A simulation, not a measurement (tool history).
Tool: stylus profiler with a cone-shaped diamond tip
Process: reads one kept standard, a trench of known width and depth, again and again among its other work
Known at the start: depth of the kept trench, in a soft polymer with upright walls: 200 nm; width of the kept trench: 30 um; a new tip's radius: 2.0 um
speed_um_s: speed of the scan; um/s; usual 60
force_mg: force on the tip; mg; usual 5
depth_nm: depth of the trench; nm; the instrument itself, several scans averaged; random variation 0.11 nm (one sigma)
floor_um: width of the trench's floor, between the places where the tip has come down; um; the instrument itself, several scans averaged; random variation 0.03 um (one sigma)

| run | hour | speed_um_s | force_mg | depth_nm | floor_um |
|---|---|---|---|---|---|
| 1 | 0 | 60 | 5 | 202.57 | 27.89 |
| 2 | 42 | 60 | 13.62 | 206.27 | 27.9 |
| 3 | 104.4 | 60 | 13.62 | 206.31 | 27.99 |
| 4 | 188.6 | 60 | 14.01 | 206.48 | 27.98 |
| 5 | 258.6 | 60 | 5 | 202.51 | 27.8 |
| 6 | 303.2 | 60 | 2.86 | 201.17 | 27.86 |
| 7 | 341 | 60 | 2.86 | 201.32 | 27.78 |
| 8 | 428.5 | 60 | 2.86 | 200.96 | 27.85 |
| 9 | 505 | 120 | 2.86 | 201.28 | 27.56 |
| 10 | 586.5 | 120 | 2.86 | 201.01 | 27.61 |
| 11 | 663.3 | 60 | 1.76 | 200.02 | 27.77 |
| 12 | 727.8 | 60 | 1.76 | 200.25 | 27.7 |
| 13 | 778.6 | 60 | 5 | 201.9 | 27.75 |
|  | 805.4 | height scale calibrated on a step standard |
| 14 | 852.6 | 60 | 5 | 201.32 | 27.82 |
| 15 | 891.9 | 172 | 11.87 | 204.29 | 27.72 |

Forecast run 16:
| 16 | 959.6 | 45 | 3.09 | ? | ? |

depth_nm: 200.03 nm
floor_um: 27.81 um
Without the tool's hidden state the same run would have given depth_nm 202.91 nm, floor_um 28.09 um.
